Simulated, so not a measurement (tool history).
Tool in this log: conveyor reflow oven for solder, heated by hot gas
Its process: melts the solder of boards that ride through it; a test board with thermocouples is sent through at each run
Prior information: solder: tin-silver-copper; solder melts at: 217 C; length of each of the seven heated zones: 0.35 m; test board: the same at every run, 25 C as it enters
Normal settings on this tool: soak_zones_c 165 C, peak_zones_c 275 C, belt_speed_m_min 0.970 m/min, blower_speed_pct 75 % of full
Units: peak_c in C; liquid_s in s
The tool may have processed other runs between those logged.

run,hour,soak_zones_c,peak_zones_c,belt_speed_m_min,blower_speed_pct,peak_c,liquid_s
1,0.0,165,275,0.970,75,251.1,30.2
2,18.5,165,275,0.970,75,251.0,30.0
3,43.8,165,275,0.970,75,250.8,29.8
4,64.2,165,275,0.970,75,250.4,30.0
5,83.0,165,275,0.970,75,250.0,30.0
6,104.2,165,275,0.970,75,250.4,29.5
7,131.2,165,275,0.970,75,249.7,29.6
8,168.9,165,275,0.998,75,248.4,28.2
9,197.9,165,275,0.998,75,247.8,27.8
10,216.8,165,275,0.998,75,248.6,27.6
11,242.2,165,275,0.998,75,248.0,27.8
# hour 258.5: flux residue cleaned out of gas plates and filters
12,272.4,165,275,0.998,75,245.8,26.1
13,294.7,165,279,0.970,75,248.9,28.9
# hour 300.2: thermocouples of zones 6 and 7 changed
14,330.1,165,275,0.970,75,249.0,28.8
15,357.3,165,275,0.970,75,248.5,28.5
16,373.8,165,275,0.970,75,248.8,28.6
# hour 383.1: flux residue cleaned out of gas plates and filters, once more
17,401.4,168,275,0.970,84,259.0,34.3
18,431.9,168,275,0.970,84,258.5,34.1
19,466.5,164,282,0.970,75,260.9,33.7
20,484.8,157,275,0.940,75,254.4,31.7
21,507.4,152,275,0.940,50,240.8,22.4
22,531.0,152,277,0.940,56,246.2,25.9
23,567.6,165,281,0.970,75,258.9,33.7
24,585.3,165,281,0.970,75,259.5,33.5
25,610.7,168,287,1.015,69,260.3,32.7
26,643.4,165,275,0.884,75,257.1,36.3
27,659.4,152,282,0.929,76,259.2,33.1
28,684.9,167,268,0.816,75,253.7,38.9
29,712.1,167,268,0.816,75,252.7,38.4
30,738.9,152,268,0.970,75,244.2,24.8
31,774.2,152,268,0.970,75,243.7,24.8

Same runs, no hidden state in the tool, same run-to-run variation:
The tool's hidden condition here consists of: heat that the gas passes to the board, % of a clean oven's; belt's true speed, % of the reading; true gas temperature in zones 6 and 7 over the reading, C; drift of the gauge itself on peak_c, C; drift of the gauge itself on liquid_s, %.
run,peak_c,liquid_s
1,255.0,31.4
2,255.1,31.4
3,255.1,31.2
4,254.9,31.5
5,254.7,31.6
6,255.2,31.2
7,254.7,31.4
8,253.7,30.2
9,253.4,30.0
10,254.3,29.9
11,253.9,30.1
12,254.6,30.3
13,257.9,32.7
14,255.0,31.5
15,254.8,31.4
16,255.1,31.5
17,258.6,33.4
18,258.4,33.4
19,261.0,33.0
20,254.6,31.1
21,240.8,21.9
22,246.6,25.5
23,259.8,33.3
24,260.6,33.2
25,261.6,32.5
26,258.5,36.2
27,261.1,33.1
28,255.3,38.9
29,254.5,38.5
30,246.7,25.7
31,246.4,25.9
